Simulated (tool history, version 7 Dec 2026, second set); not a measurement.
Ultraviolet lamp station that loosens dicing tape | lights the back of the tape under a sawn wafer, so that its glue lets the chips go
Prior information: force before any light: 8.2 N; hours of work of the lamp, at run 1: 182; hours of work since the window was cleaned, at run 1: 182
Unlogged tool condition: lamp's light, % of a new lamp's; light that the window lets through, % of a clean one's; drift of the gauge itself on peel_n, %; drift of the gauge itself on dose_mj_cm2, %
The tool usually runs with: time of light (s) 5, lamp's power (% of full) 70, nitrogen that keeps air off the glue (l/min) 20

| run | day | time of light (s) | lamp's power (% of full) | nitrogen that keeps air off the glue (l/min) | hours of work of the lamp | hours of work since the window was cleaned | force that peels the tape off (N) | light that reached the tape (J/m2) |
|---|---|---|---|---|---|---|---|---|
| 1 | 0.000 | 5 | 70 | 20 | 182 | 182 | 0.821 | 3050 |
| 2 | 1.358 | 5 | 70 | 20 | 204 | 204 | 0.865 | 3020 |
| 3 | 2.812 | 5 | 77 | 20 | 227 | 227 | 0.743 | 3330 |
| 4 | 4.042 | 7 | 70 | 20 | 247 | 247 | 0.473 | 4170 |
| 5 | 5.292 | 7 | 70 | 20 | 267 | 267 | 0.490 | 4100 |
| 6 | 6.517 | 7 | 70 | 20 | 287 | 287 | 0.508 | 4050 |
| 7 | 7.425 | 7 | 70 | 20 | 301 | 301 | 0.529 | 3990 |
|  | 8.871 | window cleaned of glue's vapour |
| 8 | 8.921 | 7 | 70 | 20 | 325 | 1 | 0.391 | 4530 |
| 9 | 9.838 | 7 | 70 | 20 | 340 | 16 | 0.408 | 4470 |
| 10 | 10.504 | 5 | 70 | 20 | 350 | 26 | 0.792 | 3190 |
| 11 | 11.388 | 5 | 70 | 20 | 365 | 40 | 0.812 | 3160 |
| 12 | 12.912 | 5 | 70 | 20 | 389 | 65 | 0.837 | 3130 |
| 13 | 14.058 | 5 | 70 | 20 | 408 | 83 | 0.862 | 3070 |
| 14 | 14.921 | 5 | 67 | 20 | 422 | 97 | 0.913 | 2950 |
| 15 | 15.621 | 2 | 70 | 20 | 433 | 109 | 3.199 | 1240 |
| 16 | 16.833 | 2 | 70 | 8 | 452 | 128 | 3.819 | 1240 |
| 17 | 18.367 | 2 | 70 | 8 | 477 | 153 | 4.020 | 1170 |
| 18 | 19.667 | 5 | 70 | 28 | 498 | 174 | 0.812 | 2930 |
| 19 | 21.208 | 5 | 70 | 28 | 523 | 198 | 0.873 | 2910 |
| 20 | 22.467 | 5 | 70 | 20 | 543 | 219 | 0.981 | 2810 |
| 21 | 23.592 | 5 | 70 | 12 | 561 | 237 | 1.314 | 2820 |
| 22 | 24.712 | 5 | 70 | 16 | 579 | 255 | 1.119 | 2800 |
| 23 | 25.846 | 5 | 80 | 25 | 597 | 273 | 0.749 | 3190 |
| 24 | 26.925 | 5 | 80 | 25 | 615 | 290 | 0.765 | 3120 |
| 25 | 28.029 | 4 | 60 | 28 | 632 | 308 | 1.790 | 1850 |
| 26 | 28.783 | 4 | 60 | 28 | 644 | 320 | 1.845 | 1870 |
|  | 29.058 | window cleaned of glue's vapour |
| 27 | 30.342 | 4 | 60 | 28 | 669 | 21 | 1.536 | 2100 |
| 28 | 31.721 | 7 | 72 | 28 | 691 | 43 | 0.383 | 4270 |
| 29 | 33.108 | 2 | 86 | 28 | 714 | 65 | 2.569 | 1430 |
| 30 | 33.825 | 7 | 96 | 7 | 725 | 77 | 0.477 | 5650 |
| 31 | 34.771 | 7 | 69 | 34 | 740 | 92 | 0.435 | 4000 |
| 32 | 35.721 | 7 | 69 | 13 | 756 | 107 | 0.650 | 3940 |
| 33 | 36.683 | 3 | 87 | 28 | 771 | 123 | 1.400 | 2080 |
| 34 | 37.754 | 7 | 99 | 8 | 788 | 140 | 0.437 | 5570 |
| 35 | 38.817 | 3 | 92 | 16 | 806 | 157 | 1.656 | 2180 |
| 36 | 39.842 | 3 | 92 | 16 | 822 | 173 | 1.718 | 2160 |
| 37 | 41.075 | 7 | 70 | 34 | 842 | 193 | 0.458 | 3840 |
| 38 | 41.921 | 8 | 74 | 15 | 855 | 207 | 0.444 | 4530 |
| 39 | 42.908 | 9 | 69 | 7 | 871 | 223 | 0.654 | 4750 |
| 40 | 44.096 | 9 | 62 | 26 | 890 | 242 | 0.418 | 4200 |
| 41 | 45.596 | 9 | 62 | 26 | 915 | 266 | 0.442 | 4080 |
| 42 | 47.033 | 9 | 62 | 26 | 938 | 289 | 0.437 | 4110 |
| 43 | 48.004 | 5 | 93 | 20 | 953 | 305 | 0.732 | 3380 |

Forecast each of these 3 alternatives for the next run:
| A | 49.171 | 4 | 70 | 8 | 972 | 323 | ? | ? |
| B | 49.171 | 5 | 72 | 20 | 972 | 323 | ? | ? |
| C | 49.171 | 4 | 93 | 37 | 972 | 323 | ? | ? |

| run | force that peels the tape off (N) | light that reached the tape (J/m2) |
|---|---|---|
| A | 2.447 | 1990 |
| B | 1.168 | 2570 |
| C | 0.928 | 2660 |
Without the tool's hidden state the same runs would have given:
| run | force that peels the tape off (N) | light that reached the tape (J/m2) |
|---|---|---|
| A | 1.571 | 2770 |
| B | 0.627 | 3570 |
| C | 0.493 | 3690 |
